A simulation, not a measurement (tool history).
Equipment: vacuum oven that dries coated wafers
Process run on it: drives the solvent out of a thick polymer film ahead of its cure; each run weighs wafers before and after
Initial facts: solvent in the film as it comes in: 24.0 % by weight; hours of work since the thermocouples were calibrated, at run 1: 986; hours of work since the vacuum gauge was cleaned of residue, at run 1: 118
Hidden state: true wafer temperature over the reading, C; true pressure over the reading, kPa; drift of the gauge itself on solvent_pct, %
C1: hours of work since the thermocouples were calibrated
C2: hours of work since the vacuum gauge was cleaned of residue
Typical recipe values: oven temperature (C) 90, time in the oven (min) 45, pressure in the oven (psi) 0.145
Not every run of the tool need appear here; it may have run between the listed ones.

{"run": 1, "hour": 0.0, "oven temperature (C)": 90, "time in the oven (min)": 45, "pressure in the oven (psi)": 0.145, "C1": 986, "C2": 118, "solvent left in the film (%)": 3.5}
{"run": 2, "hour": 11.8, "oven temperature (C)": 90, "time in the oven (min)": 45, "pressure in the oven (psi)": 0.145, "C1": 994, "C2": 127, "solvent left in the film (%)": 3.41}
{"run": 3, "hour": 22.4, "oven temperature (C)": 90, "time in the oven (min)": 45, "pressure in the oven (psi)": 0.145, "C1": 1002, "C2": 134, "solvent left in the film (%)": 3.46}
{"run": 4, "hour": 32.0, "oven temperature (C)": 90, "time in the oven (min)": 45, "pressure in the oven (psi)": 0.145, "C1": 1009, "C2": 141, "solvent left in the film (%)": 3.53}
{"run": 5, "hour": 40.5, "oven temperature (C)": 90, "time in the oven (min)": 45, "pressure in the oven (psi)": 0.145, "C1": 1015, "C2": 147, "solvent left in the film (%)": 3.55}
{"run": 6, "hour": 51.3, "oven temperature (C)": 90, "time in the oven (min)": 45, "pressure in the oven (psi)": 0.145, "C1": 1023, "C2": 155, "solvent left in the film (%)": 3.36}
{"run": 7, "hour": 61.6, "oven temperature (C)": 90, "time in the oven (min)": 40, "pressure in the oven (psi)": 0.232, "C1": 1030, "C2": 163, "solvent left in the film (%)": 4.52}
{"run": 8, "hour": 72.5, "oven temperature (C)": 90, "time in the oven (min)": 40, "pressure in the oven (psi)": 0.232, "C1": 1038, "C2": 171, "solvent left in the film (%)": 4.48}
{"run": 9, "hour": 82.1, "oven temperature (C)": 90, "time in the oven (min)": 40, "pressure in the oven (psi)": 0.232, "C1": 1045, "C2": 178, "solvent left in the film (%)": 4.65}
{"run": 10, "hour": 96.6, "oven temperature (C)": 91, "time in the oven (min)": 45, "pressure in the oven (psi)": 0.352, "C1": 1056, "C2": 188, "solvent left in the film (%)": 4.13}
{"run": 11, "hour": 105.3, "oven temperature (C)": 99, "time in the oven (min)": 25, "pressure in the oven (psi)": 0.145, "C1": 1062, "C2": 194, "solvent left in the film (%)": 4.56}

3 options for the next run, each taken on its own from the tool as it stands now. Forecast them:
{"run": "A", "hour": 113.3, "oven temperature (C)": 90, "time in the oven (min)": 41, "pressure in the oven (psi)": 0.145, "C1": 1068, "C2": 200, "solvent left in the film (%)": "?"}
{"run": "B", "hour": 113.3, "oven temperature (C)": 99, "time in the oven (min)": 67, "pressure in the oven (psi)": 0.145, "C1": 1068, "C2": 200, "solvent left in the film (%)": "?"}
{"run": "C", "hour": 113.3, "oven temperature (C)": 84, "time in the oven (min)": 45, "pressure in the oven (psi)": 0.145, "C1": 1068, "C2": 200, "solvent left in the film (%)": "?"}

run=A solvent_left_in_the_film_(%)=4.03
run=B solvent_left_in_the_film_(%)=0.79
run=C solvent_left_in_the_film_(%)=5.31
Without the tool's hidden state the same runs would have given:
run=A solvent_left_in_the_film_(%)=3.46
run=B solvent_left_in_the_film_(%)=0.64
run=C solvent_left_in_the_film_(%)=4.65
